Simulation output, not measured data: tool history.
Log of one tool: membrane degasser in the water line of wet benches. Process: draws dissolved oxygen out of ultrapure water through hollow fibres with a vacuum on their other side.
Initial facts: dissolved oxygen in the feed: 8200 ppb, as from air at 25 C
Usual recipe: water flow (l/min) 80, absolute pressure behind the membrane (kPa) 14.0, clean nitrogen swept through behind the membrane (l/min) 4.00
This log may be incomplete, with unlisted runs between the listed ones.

run	hour	water flow (l/min)	absolute pressure behind the membrane (kPa)	clean nitrogen swept through behind the membrane (l/min)	dissolved oxygen in the water behind the degasser (ppb)	pressure that the water loses in the fibres (kPa)
1	0.0	80	14.0	4.00	468.0	67.37
2	46.8	80	13.4	4.00	442.3	67.42
3	72.6	80	13.4	4.00	440.5	67.57
4	121.1	80	13.4	4.00	441.8	67.39
5	162.3	80	13.4	4.00	443.0	67.66
6	202.2	80	13.4	4.00	444.0	67.72
7	232.0	80	13.4	4.00	443.5	67.55
8	266.8	108	13.4	4.00	574.3	91.21
9	300.3	80	9.4	4.00	279.2	67.39
10	336.2	80	9.4	4.00	280.0	67.89
11	371.9	80	14.0	2.26	742.1	67.97
12	394.7	80	14.0	4.00	466.1	68.13
13	428.2	80	14.0	3.08	582.6	67.72
14	459.7	80	14.0	4.00	468.4	67.85
# hour 463.7: vacuum gauge calibrated
15	504.4	80	14.0	4.00	469.7	67.90
16	541.3	80	14.0	4.00	470.0	67.77
17	579.5	53	12.7	3.06	365.5	44.96
18	602.5	53	12.7	3.06	365.6	45.11
# hour 610.4: vacuum gauge calibrated, once more
19	625.2	117	26.9	4.78	1112.7	98.68
20	646.9	54	17.5	3.80	446.2	45.67
21	674.9	54	17.5	3.80	447.5	45.74
22	718.0	115	12.7	7.75	326.1	97.49
23	759.4	115	14.0	7.06	396.5	97.45
24	802.0	123	22.4	5.78	838.6	103.51
25	835.1	123	23.5	5.26	947.8	104.50
26	877.9	75	23.5	3.22	934.2	63.50
27	917.4	75	23.5	3.22	934.5	63.45

What does the tool deliver on the next run?
28	945.8	119	14.0	1.78	?	?

dissolved oxygen in the water behind the degasser (ppb): 1158.0
pressure that the water loses in the fibres (kPa): 100.53
If the tool had no hidden condition, the same run with the same run-to-run variation would have returned dissolved oxygen in the water behind the degasser (ppb) 1160.9, pressure that the water loses in the fibres (kPa) 99.37.

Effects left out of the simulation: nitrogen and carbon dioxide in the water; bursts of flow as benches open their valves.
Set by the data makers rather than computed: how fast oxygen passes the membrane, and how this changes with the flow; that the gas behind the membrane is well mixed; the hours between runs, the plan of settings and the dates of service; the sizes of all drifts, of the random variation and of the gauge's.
